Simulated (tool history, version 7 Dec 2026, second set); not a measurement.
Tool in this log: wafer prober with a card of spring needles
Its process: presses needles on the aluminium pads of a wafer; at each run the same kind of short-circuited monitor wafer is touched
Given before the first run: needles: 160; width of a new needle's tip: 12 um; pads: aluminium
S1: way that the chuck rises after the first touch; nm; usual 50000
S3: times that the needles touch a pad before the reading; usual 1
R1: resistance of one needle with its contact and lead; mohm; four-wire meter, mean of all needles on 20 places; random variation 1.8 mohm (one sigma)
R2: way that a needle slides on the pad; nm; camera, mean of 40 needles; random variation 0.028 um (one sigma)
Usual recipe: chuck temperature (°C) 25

run 1 hour=0 | S1=50000 chuck_temperature_(°C)=25 S3=1 | R1=345 R2=12040
-- hour=5.4 tips cleaned on abrasive film
-- hour=16.2 tips cleaned on abrasive film
-- hour=27 tips cleaned on abrasive film
-- hour=37.8 tips cleaned on abrasive film
run 2 hour=41 | S1=50000 chuck_temperature_(°C)=25 S3=1 | R1=301 R2=11960
-- hour=49.1 tips cleaned on abrasive film
-- hour=59.9 tips cleaned on abrasive film
-- hour=73.3 tips cleaned on abrasive film
-- hour=86.8 tips cleaned on abrasive film
run 3 hour=89.2 | S1=50000 chuck_temperature_(°C)=25 S3=1 | R1=302 R2=11870
-- hour=99.9 tips cleaned on abrasive film
-- hour=102.9 height of the first contact set anew
-- hour=113.6 tips cleaned on abrasive film
run 4 hour=118.9 | S1=50000 chuck_temperature_(°C)=25 S3=1 | R1=347 R2=11780
-- hour=127 tips cleaned on abrasive film
-- hour=137.8 tips cleaned on abrasive film
-- hour=150.8 tips cleaned on abrasive film
run 5 hour=152.9 | S1=50000 chuck_temperature_(°C)=25 S3=1 | R1=280 R2=11770
-- hour=163.5 tips cleaned on abrasive film
-- hour=176.9 tips cleaned on abrasive film
-- hour=187.6 tips cleaned on abrasive film
-- hour=193.3 height of the first contact set anew, once more
-- hour=198.7 tips cleaned on abrasive film
run 6 hour=201.6 | S1=50000 chuck_temperature_(°C)=25 S3=1 | R1=292 R2=12110
-- hour=211.9 tips cleaned on abrasive film
-- hour=225.1 tips cleaned on abrasive film
run 7 hour=228.2 | S1=50000 chuck_temperature_(°C)=25 S3=1 | R1=318 R2=12130
-- hour=236 tips cleaned on abrasive film
-- hour=249.3 tips cleaned on abrasive film
-- hour=261.5 tips cleaned on abrasive film
run 8 hour=261.5 | S1=50000 chuck_temperature_(°C)=90 S3=1 | R1=218 R2=12030
-- hour=274.9 tips cleaned on abrasive film
-- hour=288.2 tips cleaned on abrasive film
run 9 hour=294.1 | S1=50000 chuck_temperature_(°C)=90 S3=1 | R1=357 R2=12040
-- hour=299.5 tips cleaned on abrasive film
-- hour=313 tips cleaned on abrasive film
-- hour=324.7 tips cleaned on abrasive film
run 10 hour=324.7 | S1=50000 chuck_temperature_(°C)=42 S3=1 | R1=215 R2=11970
-- hour=337.6 tips cleaned on abrasive film
-- hour=349.5 tips cleaned on abrasive film
run 11 hour=349.5 | S1=50000 chuck_temperature_(°C)=25 S3=2 | R1=201 R2=11940
-- hour=355.1 height of the first contact set anew
-- hour=363.2 tips cleaned on abrasive film
-- hour=376.5 tips cleaned on abrasive film
-- hour=387.3 tips cleaned on abrasive film
-- hour=400.4 tips cleaned on abrasive film
run 12 hour=400.4 | S1=50000 chuck_temperature_(°C)=63 S3=1 | R1=221 R2=12010
-- hour=413.8 tips cleaned on abrasive film
-- hour=424.5 tips cleaned on abrasive film
-- hour=435.3 tips cleaned on abrasive film
run 13 hour=444.5 | S1=50000 chuck_temperature_(°C)=63 S3=1 | R1=385 R2=11980
-- hour=447 tips cleaned on abrasive film
-- hour=460.3 tips cleaned on abrasive film
-- hour=471 tips cleaned on abrasive film
-- hour=484.2 tips cleaned on abrasive film
run 14 hour=487.7 | S1=50000 chuck_temperature_(°C)=63 S3=1 | R1=314 R2=11970
-- hour=495.4 tips cleaned on abrasive film
-- hour=508.8 tips cleaned on abrasive film
-- hour=514.4 height of the first contact set anew
run 15 hour=519.1 | S1=50000 chuck_temperature_(°C)=63 S3=1 | R1=386 R2=12060
-- hour=521.7 tips cleaned on abrasive film
-- hour=532.5 tips cleaned on abrasive film
-- hour=543.7 tips cleaned on abrasive film
run 16 hour=543.7 | S1=62000 chuck_temperature_(°C)=75 S3=1 | R1=215 R2=14870
-- hour=556.8 tips cleaned on abrasive film
-- hour=567.5 tips cleaned on abrasive film
-- hour=578.3 tips cleaned on abrasive film
-- hour=589.1 tips cleaned on abrasive film
run 17 hour=590.6 | S1=62000 chuck_temperature_(°C)=75 S3=1 | R1=250 R2=14890
-- hour=601.4 tips cleaned on abrasive film
-- hour=612.2 tips cleaned on abrasive film
run 18 hour=615.8 | S1=31000 chuck_temperature_(°C)=80 S3=3 | R1=324 R2=7320
-- hour=623.9 tips cleaned on abrasive film
-- hour=634.7 tips cleaned on abrasive film
run 19 hour=643.8 | S1=31000 chuck_temperature_(°C)=80 S3=3 | R1=375 R2=7390
-- hour=646.5 tips cleaned on abrasive film
-- hour=657.3 tips cleaned on abrasive film
-- hour=668.1 tips cleaned on abrasive film
-- hour=676.1 height of the first contact set anew
-- hour=681.5 tips cleaned on abrasive film
run 20 hour=687.1 | S1=50000 chuck_temperature_(°C)=31 S3=3 | R1=249 R2=12120
-- hour=692.5 tips cleaned on abrasive film
-- hour=703.3 tips cleaned on abrasive film
-- hour=714.2 tips cleaned on abrasive film
run 21 hour=714.2 | S1=68000 chuck_temperature_(°C)=35 S3=1 | R1=202 R2=16310
-- hour=725 tips cleaned on abrasive film
-- hour=735.8 tips cleaned on abrasive film
-- hour=749.2 tips cleaned on abrasive film
run 22 hour=753.1 | S1=67000 chuck_temperature_(°C)=25 S3=1 | R1=271 R2=16200
-- hour=761.2 tips cleaned on abrasive film
-- hour=771.9 tips cleaned on abrasive film
run 23 hour=775.4 | S1=67000 chuck_temperature_(°C)=25 S3=1 | R1=276 R2=16150
-- hour=783.5 tips cleaned on abrasive film
-- hour=794.3 tips cleaned on abrasive film
-- hour=807.7 tips cleaned on abrasive film
run 24 hour=808.9 | S1=50000 chuck_temperature_(°C)=40 S3=1 | R1=262 R2=11940
-- hour=819.5 tips cleaned on abrasive film
-- hour=832.7 tips cleaned on abrasive film
-- hour=835.6 height of the first contact set anew
run 25 hour=835.9 | S1=50000 chuck_temperature_(°C)=40 S3=1 | R1=331 R2=12090
-- hour=843.8 tips cleaned on abrasive film
-- hour=854.6 tips cleaned on abrasive film
run 26 hour=862.1 | S1=35000 chuck_temperature_(°C)=81 S3=2 | R1=413 R2=8410
-- hour=867.5 tips cleaned on abrasive film
-- hour=880.9 tips cleaned on abrasive film
-- hour=891.7 tips cleaned on abrasive film
run 27 hour=896.6 | S1=39000 chuck_temperature_(°C)=40 S3=1 | R1=476 R2=9350
-- hour=904.7 tips cleaned on abrasive film
-- hour=915.4 tips cleaned on abrasive film
-- hour=926.2 tips cleaned on abrasive film
-- hour=937 tips cleaned on abrasive film
run 28 hour=937 | S1=39000 chuck_temperature_(°C)=58 S3=2 | R1=235 R2=9320

Predict each of these 3 candidate next runs independently; none follows another, all start after run 28:
-- hour=950.5 tips cleaned on abrasive film
-- hour=963.8 tips cleaned on abrasive film
-- hour=976.5 tips cleaned on abrasive film
run A hour=976.5 | S1=69000 chuck_temperature_(°C)=58 S3=2 | R1=? R2=?
-- hour=950.5 tips cleaned on abrasive film
-- hour=963.8 tips cleaned on abrasive film
-- hour=976.5 tips cleaned on abrasive film
run B hour=976.5 | S1=30000 chuck_temperature_(°C)=58 S3=2 | R1=? R2=?
-- hour=950.5 tips cleaned on abrasive film
-- hour=963.8 tips cleaned on abrasive film
-- hour=976.5 tips cleaned on abrasive film
run C hour=976.5 | S1=50000 chuck_temperature_(°C)=116 S3=2 | R1=? R2=?

run=A R1=200 R2=16560
run=B R1=235 R2=7120
run=C R1=224 R2=11950
Had the tool no hidden state, the same runs would have come out as:
run=A R1=194 R2=16710
run=B R1=208 R2=7270
run=C R1=213 R2=12090
